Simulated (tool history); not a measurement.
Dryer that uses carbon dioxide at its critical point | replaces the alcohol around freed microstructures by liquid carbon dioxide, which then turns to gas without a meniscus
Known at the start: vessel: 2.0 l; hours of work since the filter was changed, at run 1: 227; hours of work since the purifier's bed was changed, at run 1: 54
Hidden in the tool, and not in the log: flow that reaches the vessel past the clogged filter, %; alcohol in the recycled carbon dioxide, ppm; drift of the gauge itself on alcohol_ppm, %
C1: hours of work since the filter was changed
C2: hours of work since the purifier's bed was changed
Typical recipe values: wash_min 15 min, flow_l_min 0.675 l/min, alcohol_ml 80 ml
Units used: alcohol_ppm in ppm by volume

Run 1, hour 0: usual settings; C1 227; C2 54. Result: alcohol_ppm 575 ppm by volume.
Run 2, hour 33.7: usual settings; C1 238; C2 65. Result: alcohol_ppm 580 ppm by volume.
Run 3, hour 65: usual settings but alcohol_ml 59 ml; C1 248; C2 75. Result: alcohol_ppm 472 ppm by volume.
Run 4, hour 86.7: usual settings; C1 256; C2 82. Result: alcohol_ppm 602 ppm by volume.
Run 5, hour 109.4: usual settings; C1 263; C2 90. Result: alcohol_ppm 617 ppm by volume.
Run 6, hour 135.8: usual settings; C1 272; C2 98. Result: alcohol_ppm 625 ppm by volume.
Run 7, hour 165.4: usual settings; C1 281; C2 108. Result: alcohol_ppm 625 ppm by volume.
Run 8, hour 194.4: usual settings; C1 291; C2 117. Result: alcohol_ppm 651 ppm by volume.
Run 9, hour 218: usual settings; C1 298; C2 125. Result: alcohol_ppm 653 ppm by volume.
Run 10, hour 242.1: usual settings; C1 306; C2 133. Result: alcohol_ppm 652 ppm by volume.
Run 11, hour 265.9: usual settings; C1 314; C2 141. Result: alcohol_ppm 662 ppm by volume.
Run 12, hour 297.9: usual settings; C1 325; C2 151. Result: alcohol_ppm 665 ppm by volume.
Run 13, hour 312.2: usual settings; C1 329; C2 156. Result: alcohol_ppm 673 ppm by volume.
Run 14, hour 340.2: usual settings but wash_min 18 min, flow_l_min 0.784 l/min, alcohol_ml 51 ml; C1 338; C2 165. Result: alcohol_ppm 142 ppm by volume.
Run 15, hour 372.2: usual settings but wash_min 11 min, alcohol_ml 92 ml; C1 349; C2 175. Result: alcohol_ppm 2273 ppm by volume.
Run 16, hour 392.2: usual settings but wash_min 22 min, alcohol_ml 37 ml; C1 355; C2 182. Result: alcohol_ppm 101 ppm by volume.
Run 17, hour 422.2: usual settings but wash_min 24 min, flow_l_min 0.477 l/min; C1 365; C2 192. Result: alcohol_ppm 463 ppm by volume.
Run 18, hour 442: usual settings but wash_min 9 min, flow_l_min 0.484 l/min, alcohol_ml 38 ml; C1 372; C2 198. Result: alcohol_ppm 3280 ppm by volume.
Run 19, hour 465.7: usual settings but wash_min 23 min, flow_l_min 0.685 l/min, alcohol_ml 27 ml; C1 379; C2 206. Result: alcohol_ppm 88 ppm by volume.
Run 20, hour 484.1: usual settings but wash_min 23 min, flow_l_min 0.685 l/min, alcohol_ml 27 ml; C1 385; C2 212. Result: alcohol_ppm 100 ppm by volume.

Forecast run 21:
Run 21, hour 515.7: usual settings but wash_min 22 min, alcohol_ml 81 ml; C1 396; C2 222. Result: alcohol_ppm ?.

{"run 21": {"alcohol_ppm": 168}}
On a tool with no hidden condition, and with the same random variation, this run would have come out at alcohol_ppm 50 ppm by volume.

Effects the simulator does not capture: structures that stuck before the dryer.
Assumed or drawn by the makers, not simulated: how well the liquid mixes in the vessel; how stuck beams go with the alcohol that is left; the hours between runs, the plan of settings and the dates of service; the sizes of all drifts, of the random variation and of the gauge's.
